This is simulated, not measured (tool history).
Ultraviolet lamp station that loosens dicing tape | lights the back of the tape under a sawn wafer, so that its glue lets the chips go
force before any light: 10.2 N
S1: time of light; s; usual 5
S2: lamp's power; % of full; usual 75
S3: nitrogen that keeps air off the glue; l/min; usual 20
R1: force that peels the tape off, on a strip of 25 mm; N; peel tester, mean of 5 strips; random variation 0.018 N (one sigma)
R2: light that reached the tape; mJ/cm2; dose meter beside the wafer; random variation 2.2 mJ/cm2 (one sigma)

{"run": 1, "hour": 0.0, "S1": 5, "S2": 75, "S3": 20, "R1": 1.203, "R2": 176}
{"run": 2, "hour": 10.9, "S1": 5, "S2": 75, "S3": 20, "R1": 1.197, "R2": 179}
{"run": 3, "hour": 16.4, "S1": 5, "S2": 75, "S3": 30, "R1": 0.889, "R2": 176}
{"run": 4, "hour": 25.3, "S1": 9, "S2": 75, "S3": 20, "R1": 0.336, "R2": 311}
{"run": 5, "hour": 36.5, "S1": 9, "S2": 75, "S3": 20, "R1": 0.332, "R2": 313}
{"run": 6, "hour": 47.2, "S1": 5, "S2": 75, "S3": 20, "R1": 1.234, "R2": 171}
{"run": 7, "hour": 54.7, "S1": 5, "S2": 75, "S3": 20, "R1": 1.272, "R2": 173}
{"hour": 58.6, "done": "window cleaned of glue's vapour"}
{"run": 8, "hour": 61.6, "S1": 5, "S2": 68, "S3": 31, "R1": 1.023, "R2": 167}

Forecast run 9:
{"run": 9, "hour": 73.1, "S1": 5, "S2": 84, "S3": 31, "R1": "?", "R2": "?"}

{"run 9": {"R1": 0.657, "R2": 203}}
Without the tool's hidden state the same run would have given R1 0.496 N, R2 229 mJ/cm2.
